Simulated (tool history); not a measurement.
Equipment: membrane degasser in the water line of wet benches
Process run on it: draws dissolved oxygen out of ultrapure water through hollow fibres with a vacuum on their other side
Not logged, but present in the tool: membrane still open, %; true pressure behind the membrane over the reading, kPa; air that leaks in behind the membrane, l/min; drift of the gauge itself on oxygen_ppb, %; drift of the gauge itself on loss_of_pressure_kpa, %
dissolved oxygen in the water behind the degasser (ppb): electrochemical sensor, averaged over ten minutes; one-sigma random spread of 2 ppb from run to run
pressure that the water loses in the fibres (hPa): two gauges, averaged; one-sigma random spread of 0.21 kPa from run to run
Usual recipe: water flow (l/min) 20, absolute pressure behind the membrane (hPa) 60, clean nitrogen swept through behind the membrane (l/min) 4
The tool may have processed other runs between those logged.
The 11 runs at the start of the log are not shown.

run	day	water flow (l/min)	absolute pressure behind the membrane (hPa)	clean nitrogen swept through behind the membrane (l/min)	hours since the membrane was changed	hours since the vacuum gauge was calibrated	hours since the vacuum lines were made tight	dissolved oxygen in the water behind the degasser (ppb)	pressure that the water loses in the fibres (hPa)
12	51.8	16	60	4	5329	2239	7555	110.7	413.3
13	57.121	15	60	4	5456	2367	7683	93.3	383.5
14	60.883	20	60	4	5547	2457	7773	218.1	516.5
15	66.717	20	62.5	4	5687	2597	7913	221.5	512.7
16	71.446	20	60	4	5800	2711	8027	218.6	514.8
# day 74.729: seals of the vacuum lines changed
17	78.05	20	45.3	10.44	5957	2867	80	190.3	518.7
18	83.433	32	93.8	5.59	6086	2997	209	704.6	830.3
19	88.729	20	112.5	5.51	6213	3124	336	260.4	513.7
20	95.521	20	112.5	5.51	6376	3287	499	255.2	517.2
21	99.438	20	112.5	5.51	6470	3381	593	252.9	520.4
22	106.258	20	62.9	4	6634	3544	757	226.7	518.6
23	111.988	20	62.9	4	6771	3682	894	224.3	518.8
24	115.475	29	84.5	5.91	6855	3766	978	578.7	753.6
25	121.404	29	84.5	5.91	6997	3908	1120	568.8	758.3
26	126.308	26	44.9	10.11	7115	4025	1238	405.7	677.7
27	131.508	26	44.9	10.11	7240	4150	1363	403.7	677.6
28	135.821	29	83.4	2.13	7343	4254	1466	650	750.1
29	140.429	15	60	6.97	7454	4364	1577	85.4	388.8
30	145.354	21	60	6.97	7572	4483	1695	242.1	545.7
31	148.996	13	47.2	4	7659	4570	1782	51.9	338.6

Consider 5 possible next runs. They are alternatives, not a sequence: every one starts from the tool as it was left by run 31. What does each give?
A	153.721	20	60.5	9.71	7773	4683	1896	?	?
B	153.721	15	65.9	1.69	7773	4683	1896	?	?
C	153.721	14	60	4	7773	4683	1896	?	?
D	153.721	20	145.6	4.91	7773	4683	1896	?	?
E	153.721	20	67.3	5.52	7773	4683	1896	?	?

run	dissolved oxygen in the water behind the degasser (ppb)	pressure that the water loses in the fibres (hPa)
A	208.2	519.6
B	144.2	392.2
C	77.5	365.9
D	306.4	524.6
E	222.8	519.3
Without the tool's hidden state the same runs would have given:
run	dissolved oxygen in the water behind the degasser (ppb)	pressure that the water loses in the fibres (hPa)
A	179.4	498.9
B	127.5	376.6
C	65.9	351.4
D	276.9	503.8
E	193.7	498.5

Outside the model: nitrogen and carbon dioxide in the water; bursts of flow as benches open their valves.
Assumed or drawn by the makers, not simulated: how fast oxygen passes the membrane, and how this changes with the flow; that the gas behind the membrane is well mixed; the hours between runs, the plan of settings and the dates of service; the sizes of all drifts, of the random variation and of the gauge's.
